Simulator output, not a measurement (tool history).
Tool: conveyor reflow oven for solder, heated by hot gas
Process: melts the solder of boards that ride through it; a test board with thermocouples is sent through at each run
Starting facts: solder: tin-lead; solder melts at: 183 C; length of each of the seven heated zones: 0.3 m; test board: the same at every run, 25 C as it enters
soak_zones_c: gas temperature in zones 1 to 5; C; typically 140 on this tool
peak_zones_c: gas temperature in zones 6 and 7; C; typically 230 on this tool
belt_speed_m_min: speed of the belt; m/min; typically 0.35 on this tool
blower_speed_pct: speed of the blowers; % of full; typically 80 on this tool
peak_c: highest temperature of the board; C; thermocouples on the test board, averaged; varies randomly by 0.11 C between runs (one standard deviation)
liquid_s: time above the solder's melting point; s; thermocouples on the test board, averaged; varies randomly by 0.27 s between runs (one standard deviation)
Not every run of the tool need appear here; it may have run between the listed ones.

Run 1, hour 0: usual settings. Result: peak_c 217.6 C, liquid_s 80.1 s.
Run 2, hour 10.4: usual settings. Result: peak_c 217.5 C, liquid_s 80.1 s.
Run 3, hour 22.3: usual settings but belt_speed_m_min 0.354 m/min. Result: peak_c 217 C, liquid_s 78.8 s.
Run 4, hour 30.6: usual settings but belt_speed_m_min 0.354 m/min. Result: peak_c 217.2 C, liquid_s 78.7 s.
Run 5, hour 44.9: usual settings. Result: peak_c 217.4 C, liquid_s 79.5 s.
Run 6, hour 56.2: usual settings. Result: peak_c 217.2 C, liquid_s 79.6 s.
Run 7, hour 65.3: usual settings. Result: peak_c 217.2 C, liquid_s 80.2 s.
Run 8, hour 77.9: usual settings. Result: peak_c 217.3 C, liquid_s 79.4 s.
At hour 84.1: flux residue cleaned out of gas plates and filters.
Run 9, hour 96.7: usual settings. Result: peak_c 216.6 C, liquid_s 79.4 s.
Run 10, hour 107.4: usual settings but belt_speed_m_min 0.325 m/min. Result: peak_c 218.6 C, liquid_s 87.9 s.
Run 11, hour 121: usual settings but peak_zones_c 240 C. Result: peak_c 225.7 C, liquid_s 87.2 s.
Run 12, hour 134.3: usual settings. Result: peak_c 216.6 C, liquid_s 79.3 s.
Run 13, hour 143.3: usual settings but belt_speed_m_min 0.372 m/min, blower_speed_pct 65 % of full. Result: peak_c 212.2 C, liquid_s 68.4 s.
Run 14, hour 154: usual settings but belt_speed_m_min 0.353 m/min, blower_speed_pct 66 % of full. Result: peak_c 214 C, liquid_s 74.7 s.
Run 15, hour 163: usual settings but soak_zones_c 151 C, belt_speed_m_min 0.353 m/min, blower_speed_pct 87 % of full. Result: peak_c 218.8 C, liquid_s 86.2 s.
At hour 174.2: flux residue cleaned out of gas plates and filters, once more.
Run 16, hour 181.2: usual settings but soak_zones_c 155 C, peak_zones_c 237 C, belt_speed_m_min 0.353 m/min, blower_speed_pct 87 % of full. Result: peak_c 227.5 C, liquid_s 96 s.
Run 17, hour 189.6: usual settings but soak_zones_c 137 C, peak_zones_c 231 C, belt_speed_m_min 0.357 m/min, blower_speed_pct 62 % of full. Result: peak_c 215.5 C, liquid_s 74.2 s.
Run 18, hour 199.2: usual settings but soak_zones_c 141 C, blower_speed_pct 52 % of full. Result: peak_c 213.7 C, liquid_s 74.8 s.
Run 19, hour 210.2: usual settings but belt_speed_m_min 0.318 m/min. Result: peak_c 220.9 C, liquid_s 93.2 s.
Run 20, hour 222.6: usual settings but blower_speed_pct 77 % of full. Result: peak_c 218.1 C, liquid_s 81.3 s.
Run 21, hour 229.4: usual settings but belt_speed_m_min 0.315 m/min, blower_speed_pct 77 % of full. Result: peak_c 220.8 C, liquid_s 94 s.
Run 22, hour 238.2: usual settings but peak_zones_c 220 C. Result: peak_c 209.6 C, liquid_s 72.1 s.
Run 23, hour 246.8: usual settings but peak_zones_c 220 C. Result: peak_c 209.5 C, liquid_s 72.2 s.
Run 24, hour 255.3: usual settings but peak_zones_c 220 C. Result: peak_c 209.5 C, liquid_s 72.1 s.

Below are 4 alternative next runs, each starting from the tool's condition after run 24. Predict each:
Run A, hour 265.3: usual settings but soak_zones_c 142 C, blower_speed_pct 52 % of full. Result: peak_c ?, liquid_s ?.
Run B, hour 265.3: usual settings but peak_zones_c 220 C, blower_speed_pct 68 % of full. Result: peak_c ?, liquid_s ?.
Run C, hour 265.3: usual settings but soak_zones_c 135 C, peak_zones_c 220 C. Result: peak_c ?, liquid_s ?.
Run D, hour 265.3: usual settings but soak_zones_c 126 C, belt_speed_m_min 0.388 m/min. Result: peak_c ?, liquid_s ?.

run  peak_c  liquid_s
  A   213.8        76
  B   207.8      68.6
  C   208.7      68.6
  D   213.6      61.8
With the hidden condition removed and each run's random variation left untouched, the same runs would have given:
run  peak_c  liquid_s
  A   213.6      75.1
  B   207.7      67.9
  C   208.6      67.9
  D   213.6      61.2

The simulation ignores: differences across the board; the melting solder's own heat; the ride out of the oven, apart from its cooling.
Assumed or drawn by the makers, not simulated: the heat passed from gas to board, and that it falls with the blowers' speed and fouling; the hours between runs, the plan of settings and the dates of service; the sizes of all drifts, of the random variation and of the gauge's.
